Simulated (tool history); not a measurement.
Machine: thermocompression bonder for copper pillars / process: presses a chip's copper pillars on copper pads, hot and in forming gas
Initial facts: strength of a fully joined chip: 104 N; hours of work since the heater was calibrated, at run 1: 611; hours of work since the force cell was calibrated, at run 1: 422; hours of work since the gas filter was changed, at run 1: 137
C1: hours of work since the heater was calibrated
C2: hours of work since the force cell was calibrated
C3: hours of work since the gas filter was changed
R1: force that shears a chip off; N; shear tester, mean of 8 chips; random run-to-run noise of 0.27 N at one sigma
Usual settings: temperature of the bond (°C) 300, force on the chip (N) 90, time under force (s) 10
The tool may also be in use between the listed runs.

run 1 hour=0 | temperature_of_the_bond_(°C)=300 force_on_the_chip_(N)=90 time_under_force_(s)=10 | C1=611 C2=422 C3=137 | R1=56.7
run 2 hour=11.2 | temperature_of_the_bond_(°C)=300 force_on_the_chip_(N)=90 time_under_force_(s)=10 | C1=620 C2=431 C3=145 | R1=56.5
run 3 hour=23.8 | temperature_of_the_bond_(°C)=300 force_on_the_chip_(N)=90 time_under_force_(s)=10 | C1=630 C2=441 C3=156 | R1=57.1
run 4 hour=33.3 | temperature_of_the_bond_(°C)=300 force_on_the_chip_(N)=90 time_under_force_(s)=10 | C1=638 C2=449 C3=163 | R1=56.6
run 5 hour=49.1 | temperature_of_the_bond_(°C)=300 force_on_the_chip_(N)=90 time_under_force_(s)=10 | C1=651 C2=461 C3=176 | R1=56.4
run 6 hour=56.7 | temperature_of_the_bond_(°C)=300 force_on_the_chip_(N)=90 time_under_force_(s)=10 | C1=657 C2=467 C3=182 | R1=56.9
run 7 hour=68.4 | temperature_of_the_bond_(°C)=300 force_on_the_chip_(N)=64 time_under_force_(s)=10 | C1=666 C2=477 C3=191 | R1=45.9
run 8 hour=79.4 | temperature_of_the_bond_(°C)=274 force_on_the_chip_(N)=64 time_under_force_(s)=10 | C1=675 C2=485 C3=200 | R1=30.7
run 9 hour=95.6 | temperature_of_the_bond_(°C)=274 force_on_the_chip_(N)=64 time_under_force_(s)=10 | C1=688 C2=498 C3=213 | R1=31
run 10 hour=104.8 | temperature_of_the_bond_(°C)=300 force_on_the_chip_(N)=90 time_under_force_(s)=7 | C1=695 C2=506 C3=220 | R1=50.3
run 11 hour=113.5 | temperature_of_the_bond_(°C)=300 force_on_the_chip_(N)=90 time_under_force_(s)=7 | C1=702 C2=513 C3=227 | R1=50.2
run 12 hour=121.3 | temperature_of_the_bond_(°C)=300 force_on_the_chip_(N)=90 time_under_force_(s)=7 | C1=708 C2=519 C3=233 | R1=50.3
run 13 hour=135 | temperature_of_the_bond_(°C)=300 force_on_the_chip_(N)=77 time_under_force_(s)=7 | C1=719 C2=530 C3=244 | R1=45
-- hour=141 forming gas filter changed
run 14 hour=142.1 | temperature_of_the_bond_(°C)=300 force_on_the_chip_(N)=77 time_under_force_(s)=7 | C1=725 C2=535 C3=1 | R1=45.1
run 15 hour=155.3 | temperature_of_the_bond_(°C)=303 force_on_the_chip_(N)=90 time_under_force_(s)=10 | C1=735 C2=546 C3=11 | R1=59.1
run 16 hour=163.7 | temperature_of_the_bond_(°C)=329 force_on_the_chip_(N)=55 time_under_force_(s)=10 | C1=742 C2=552 C3=18 | R1=59.2
run 17 hour=173 | temperature_of_the_bond_(°C)=329 force_on_the_chip_(N)=72 time_under_force_(s)=25 | C1=749 C2=560 C3=26 | R1=84.2
run 18 hour=185.3 | temperature_of_the_bond_(°C)=300 force_on_the_chip_(N)=99 time_under_force_(s)=7 | C1=759 C2=570 C3=35 | R1=54.5
run 19 hour=197 | temperature_of_the_bond_(°C)=300 force_on_the_chip_(N)=90 time_under_force_(s)=20 | C1=768 C2=579 C3=45 | R1=69.9
run 20 hour=206.4 | temperature_of_the_bond_(°C)=300 force_on_the_chip_(N)=90 time_under_force_(s)=20 | C1=776 C2=587 C3=52 | R1=70.3
run 21 hour=219.5 | temperature_of_the_bond_(°C)=291 force_on_the_chip_(N)=118 time_under_force_(s)=6 | C1=786 C2=597 C3=63 | R1=50.7
run 22 hour=234.7 | temperature_of_the_bond_(°C)=329 force_on_the_chip_(N)=83 time_under_force_(s)=5 | C1=799 C2=609 C3=75 | R1=59.6
run 23 hour=249.9 | temperature_of_the_bond_(°C)=328 force_on_the_chip_(N)=90 time_under_force_(s)=13 | C1=811 C2=621 C3=87 | R1=79.9
-- hour=252.8 heater calibrated with a thermocouple chip
run 24 hour=262.9 | temperature_of_the_bond_(°C)=295 force_on_the_chip_(N)=90 time_under_force_(s)=13 | C1=8 C2=630 C3=96 | R1=58.6
run 25 hour=273 | temperature_of_the_bond_(°C)=295 force_on_the_chip_(N)=90 time_under_force_(s)=13 | C1=16 C2=638 C3=104 | R1=58.5
run 26 hour=285.1 | temperature_of_the_bond_(°C)=295 force_on_the_chip_(N)=81 time_under_force_(s)=13 | C1=26 C2=648 C3=114 | R1=54.5
run 27 hour=298 | temperature_of_the_bond_(°C)=295 force_on_the_chip_(N)=81 time_under_force_(s)=13 | C1=36 C2=658 C3=124 | R1=54.4
run 28 hour=306.6 | temperature_of_the_bond_(°C)=325 force_on_the_chip_(N)=68 time_under_force_(s)=10 | C1=43 C2=665 C3=131 | R1=63.4
run 29 hour=313.9 | temperature_of_the_bond_(°C)=325 force_on_the_chip_(N)=68 time_under_force_(s)=10 | C1=49 C2=671 C3=137 | R1=63.8
run 30 hour=321.8 | temperature_of_the_bond_(°C)=325 force_on_the_chip_(N)=68 time_under_force_(s)=12 | C1=55 C2=677 C3=143 | R1=67.1

Predict each of these 4 candidate next runs independently; none follows another, all start after run 30:
run A hour=337.9 | temperature_of_the_bond_(°C)=300 force_on_the_chip_(N)=59 time_under_force_(s)=25 | C1=68 C2=690 C3=156 | R1=?
run B hour=337.9 | temperature_of_the_bond_(°C)=314 force_on_the_chip_(N)=89 time_under_force_(s)=12 | C1=68 C2=690 C3=156 | R1=?
run C hour=337.9 | temperature_of_the_bond_(°C)=325 force_on_the_chip_(N)=59 time_under_force_(s)=24 | C1=68 C2=690 C3=156 | R1=?
run D hour=337.9 | temperature_of_the_bond_(°C)=325 force_on_the_chip_(N)=109 time_under_force_(s)=12 | C1=68 C2=690 C3=156 | R1=?

run=A R1=59.4
run=B R1=69
run=C R1=75.5
run=D R1=83.2
What these runs would have given with no unlogged condition in the tool:
run=A R1=59.4
run=B R1=69.1
run=C R1=75.6
run=D R1=83.2
